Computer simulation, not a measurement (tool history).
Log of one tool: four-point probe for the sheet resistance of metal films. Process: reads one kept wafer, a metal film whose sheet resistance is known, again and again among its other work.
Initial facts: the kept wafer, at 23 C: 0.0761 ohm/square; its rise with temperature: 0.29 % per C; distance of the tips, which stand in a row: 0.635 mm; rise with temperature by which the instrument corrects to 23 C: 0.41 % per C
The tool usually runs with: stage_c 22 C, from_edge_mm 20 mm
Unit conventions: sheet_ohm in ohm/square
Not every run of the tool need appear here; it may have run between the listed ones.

run,day,stage_c,from_edge_mm,sheet_ohm
1,0,22,20,0.075503
2,1.788,24,20,0.075323
3,5.038,24,20,0.075278
4,7.354,22,20,0.075406
5,9.296,22,20,0.075371
6,12.829,22,20,0.075374
# day 15.321: new probe head fitted
7,15.667,21,20,0.076522
8,17.658,21,20,0.076465
9,21.742,21,20,0.076406
10,25.471,21,20,0.076356
11,29.271,21,20,0.076287
12,32.383,21,20,0.076269
13,35.267,21,20,0.076218
14,38.488,21,20,0.076198
15,42.104,21,20,0.076111
16,44.729,33,20,0.075075
17,47.342,22,9,0.076123
18,50.058,22,9,0.076096
19,52.854,28,20,0.075377
20,55.638,26,66,0.075492
21,57.788,25,20,0.075569
22,60.321,27,19,0.075372
23,62.242,27,19,0.075318
# day 62.508: stage's thermometer calibrated
24,64.662,22,64,0.075639
25,67.617,33,14,0.074763
26,69.371,25,13,0.075443
27,71.929,19,6,0.076287
28,75.083,19,6,0.076258
# day 75.933: new probe head fitted
29,78.346,33,56,0.07532
# day 80.271: stage's thermometer calibrated, once more
30,81.3,21,13,0.076552
31,84.346,21,13,0.076479
32,88.454,18,7,0.076961
33,91.412,18,17,0.076626
34,93.138,27,20,0.075784

How would selected steps in sheet_ohm from run to run divide? Give the signed amount a tool lacking its hidden state would still show from settings, what came in and random variation, and the signed amount left for the hidden state, including any gauge scatter that is not in both of the compared results.
Hidden state at play: inner tips' distance over the nominal, %; tips' flats over new ones', %; wafer's true temperature over the reading, C; drift of the gauge itself on sheet_ohm, %.
Run 6 -> 7: stage_c 22 -> 21, new probe head fitted. sheet_ohm +0.001148 ohm/square: hidden state +0.001065, all else +0.000083.
Run 16 -> 17: stage_c 33 -> 22, from_edge_mm 20 -> 9. sheet_ohm +0.001048 ohm/square: hidden state -0.000044, all else +0.001092.
Run 28 -> 29: stage_c 19 -> 33, from_edge_mm 6 -> 56, new probe head fitted. sheet_ohm -0.000938 ohm/square: hidden state +0.000738, all else -0.001676.
Run 29 -> 30: stage_c 33 -> 21, from_edge_mm 56 -> 13, stage's thermometer calibrated, once more. sheet_ohm +0.001232 ohm/square: hidden state +0.000101, all else +0.001131.
